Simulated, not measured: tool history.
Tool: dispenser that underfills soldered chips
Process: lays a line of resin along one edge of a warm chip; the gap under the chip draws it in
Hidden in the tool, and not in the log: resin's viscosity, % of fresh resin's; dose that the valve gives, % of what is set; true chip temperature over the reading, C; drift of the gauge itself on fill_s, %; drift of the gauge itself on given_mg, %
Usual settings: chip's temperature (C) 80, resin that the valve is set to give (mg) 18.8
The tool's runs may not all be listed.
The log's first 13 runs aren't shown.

run   hour  chip's temperature (C)  resin that the valve is set to give (mg)  hours of work since the syringe was changed  hours of work since the valve was cleaned  hours of work since the stage was calibrated  time until the resin shows at the far edge (s)  resin that the valve gave (mg)
     131.7  -- new syringe of resin
 14  133.6                      80                                      17.4                                            1                                         48                                            39                                            42.8                           16.94
     140.8  -- new syringe of resin
 15  147.9                      80                                      17.4                                            5                                         59                                            50                                            60.2                           16.83
     150.2  -- new syringe of resin
     159.5  -- new syringe of resin
 16  160.4                      80                                      17.9                                            1                                         68                                            59                                            41.5                           17.24
     169.1  -- new syringe of resin
 17  175.1                      80                                      18.8                                            5                                         79                                            70                                            54.8                           17.97
     178.3  -- new syringe of resin
 18  182.8                      80                                      19.0                                            4                                         85                                            76                                            48.5                           18.11
     187.3  -- new syringe of resin
 19  191.6                      80                                      19.0                                            3                                         92                                            82                                            48.3                           18.05
     196.6  -- new syringe of resin
 20  204.5                      70                                      16.1                                            6                                        101                                            92                                            97.4                           15.28
     206.1  -- new syringe of resin
 21  211.3                      82                                      20.1                                            4                                        106                                            97                                            46.6                           18.91
     215.3  -- new syringe of resin
     218.9  -- dispensing valve cleaned and set on the balance
 22  219.3                      82                                      20.1                                            2                                          0                                           102                                            42.0                           20.03
     225.4  -- new syringe of resin
 23  228.0                      93                                      18.8                                            2                                          7                                           109                                            26.3                           18.72
     235.1  -- new syringe of resin
 24  238.7                      93                                      18.8                                            3                                         15                                           117                                            28.0                           18.66
     244.7  -- new syringe of resin
 25  245.0                      93                                      18.8                                            0                                         20                                           122                                            23.7                           18.61
 26  252.9                      93                                      18.8                                            6                                         26                                           128                                            38.4                           18.48
     254.4  -- new syringe of resin
 27  263.0                      90                                      20.1                                            7                                         33                                           135                                            44.5                           19.71
     264.4  -- new syringe of resin
     274.1  -- new syringe of resin
 28  278.3                      65                                      17.7                                            3                                         45                                           147                                            93.6                           17.26
     283.6  -- new syringe of resin
 29  285.3                      65                                      17.7                                            1                                         50                                           152                                            78.1                           17.10
 30  291.8                      78                                      18.5                                            6                                         55                                           157                                            70.0                           17.95
     292.9  -- new syringe of resin
 31  300.9                      69                                      24.2                                            6                                         62                                           164                                            99.7                           23.38
     302.5  -- new syringe of resin
     312.3  -- new syringe of resin
 32  315.2                      85                                      24.2                                            2                                         72                                           174                                            36.3                           23.17
     321.6  -- new syringe of resin
 33  327.6                      85                                      24.2                                            5                                         82                                           184                                            43.4                           23.21

Forecast each of these 5 alternatives for the next run:
     331.3  -- new syringe of resin
  A  338.0                      85                                      23.5                                            5                                         89                                           191                                               ?                               ?
     331.3  -- new syringe of resin
  B  338.0                      76                                      24.2                                            5                                         89                                           191                                               ?                               ?
     331.3  -- new syringe of resin
  C  338.0                      85                                      19.0                                            5                                         89                                           191                                               ?                               ?
     331.3  -- new syringe of resin
  D  338.0                      73                                      23.8                                            5                                         89                                           191                                               ?                               ?
     331.3  -- new syringe of resin
  E  338.0                      72                                      17.2                                            5                                         89                                           191                                               ?                               ?

run  time until the resin shows at the far edge (s)  resin that the valve gave (mg)
  A                                            47.2                           22.41
  B                                            67.4                           22.94
  C                                            47.0                           17.97
  D                                            75.8                           22.61
  E                                            81.3                           16.43
Without the tool's hidden state the same runs would have given:
run  time until the resin shows at the far edge (s)  resin that the valve gave (mg)
  A                                            30.0                           23.57
  B                                            43.1                           24.14
  C                                            29.7                           18.91
  D                                            48.0                           23.78
  E                                            51.1                           17.28
